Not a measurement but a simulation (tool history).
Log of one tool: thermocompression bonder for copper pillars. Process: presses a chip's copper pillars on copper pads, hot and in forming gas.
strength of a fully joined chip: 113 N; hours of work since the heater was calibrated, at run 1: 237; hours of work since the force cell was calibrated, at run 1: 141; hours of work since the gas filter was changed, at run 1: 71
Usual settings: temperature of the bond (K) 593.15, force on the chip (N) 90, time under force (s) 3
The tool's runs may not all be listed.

run,hour,temperature of the bond (K),force on the chip (N),time under force (s),hours of work since the heater was calibrated,hours of work since the force cell was calibrated,hours of work since the gas filter was changed,force that shears a chip off (N)
1,0.0,593.15,90,3,237,141,71,69.4
2,11.8,593.15,90,3,245,149,79,68.1
3,26.7,596.15,90,3,255,159,90,70.7
4,38.3,596.15,90,3,263,167,98,70.1
5,47.0,596.15,90,3,269,173,104,70.5
6,58.8,593.15,90,3,277,181,112,69.2
7,70.5,593.15,90,3,285,190,120,68.9
8,79.4,593.15,90,3,291,196,126,68.5
9,88.1,597.15,90,3,297,202,132,71.5
10,100.7,597.15,90,3,306,210,140,71.4
11,114.5,597.15,90,3,315,220,150,70.9
12,122.0,597.15,90,3,320,225,155,71.5
13,133.4,597.15,90,3,328,233,163,71.4
14,145.6,599.15,79,6,337,241,171,81.9
15,157.0,564.15,108,3,344,249,179,58.7
16,165.2,564.15,117,3,350,254,185,61.4
17,179.8,611.15,117,3,360,265,195,88.3
18,195.8,595.15,89,3,371,275,206,69.8
19,210.5,565.15,90,3,381,286,216,52.3
20,224.4,612.15,90,3,391,295,225,79.1
21,240.4,612.15,57,9,402,306,236,84.7
22,253.1,593.15,70,8,410,315,245,79.5
23,260.0,576.15,79,3,415,320,250,54.1
24,275.0,576.15,79,3,425,330,260,55.0
25,282.8,576.15,79,4,431,335,265,60.4
26,295.6,601.15,128,2,440,344,274,78.7

3 ways to go on from here, each from the tool as it stands after run 26. What would each give?
A,303.1,565.15,86,3,445,349,279,?
B,303.1,601.15,131,2,445,349,279,?
C,303.1,593.15,90,5,445,349,279,?

run,force that shears a chip off (N)
A,50.9
B,78.9
C,79.4
Without the tool's hidden state the same runs would have given:
run,force that shears a chip off (N)
A,51.0
B,79.1
C,79.5
